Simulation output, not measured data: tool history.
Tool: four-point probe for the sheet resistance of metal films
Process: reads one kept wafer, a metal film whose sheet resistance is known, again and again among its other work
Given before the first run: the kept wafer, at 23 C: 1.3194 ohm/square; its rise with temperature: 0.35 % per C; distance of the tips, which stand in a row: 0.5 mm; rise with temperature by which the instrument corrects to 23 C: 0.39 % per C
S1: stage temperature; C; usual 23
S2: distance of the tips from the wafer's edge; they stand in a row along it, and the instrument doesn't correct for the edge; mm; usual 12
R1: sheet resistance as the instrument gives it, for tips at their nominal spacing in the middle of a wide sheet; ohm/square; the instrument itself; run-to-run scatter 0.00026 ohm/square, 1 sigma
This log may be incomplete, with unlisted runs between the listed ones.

run	hour	S1	S2	R1
1	0.0	23	12	1.318735
2	43.9	23	12	1.318992
3	79.5	23	12	1.319102
4	117.4	23	12	1.318649
5	147.9	23	18	1.318356
6	176.6	25	12	1.318105
7	213.3	23	12	1.319313
8	245.2	23	24	1.318392
9	271.9	23	10	1.320194
10	322.1	23	65	1.318341
11	349.8	23	12	1.319970
12	373.6	25	12	1.318158
13	411.2	30	12	1.316404
# hour 427.6: stage's thermometer calibrated
14	466.0	23	12	1.322385
15	502.1	23	12	1.322594
16	540.7	23	12	1.322520
17	578.4	30	12	1.318788
18	625.7	30	12	1.319652
19	668.0	23	21	1.322495
20	701.6	23	26	1.322385
21	757.5	23	26	1.322586
22	793.8	23	26	1.322862
23	836.7	23	26	1.322827
24	871.4	23	26	1.322842
25	918.6	29	5	1.326567
26	975.6	33	64	1.317080
27	1003.8	23	24	1.323230
28	1032.3	23	72	1.322926
29	1065.5	23	72	1.323062
30	1109.2	19	8	1.328081
31	1147.9	22	13	1.324742
32	1183.8	31	3	1.338592
33	1210.0	31	3	1.338098
34	1247.1	25	20	1.322294
35	1291.7	23	21	1.323769
36	1326.9	23	21	1.324086
37	1381.0	23	21	1.324157
38	1421.1	23	21	1.323841

Each row is a separate what-if for the run after 38, all from the same tool condition, not one after another. Results?
A	1445.6	23	5	?
B	1445.6	18	25	?
C	1445.6	22	41	?

run	R1
A	1.331269
B	1.327070
C	1.324533
Had the tool no hidden state, the same runs would have come out as:
run	R1
A	1.326860
B	1.322701
C	1.320150
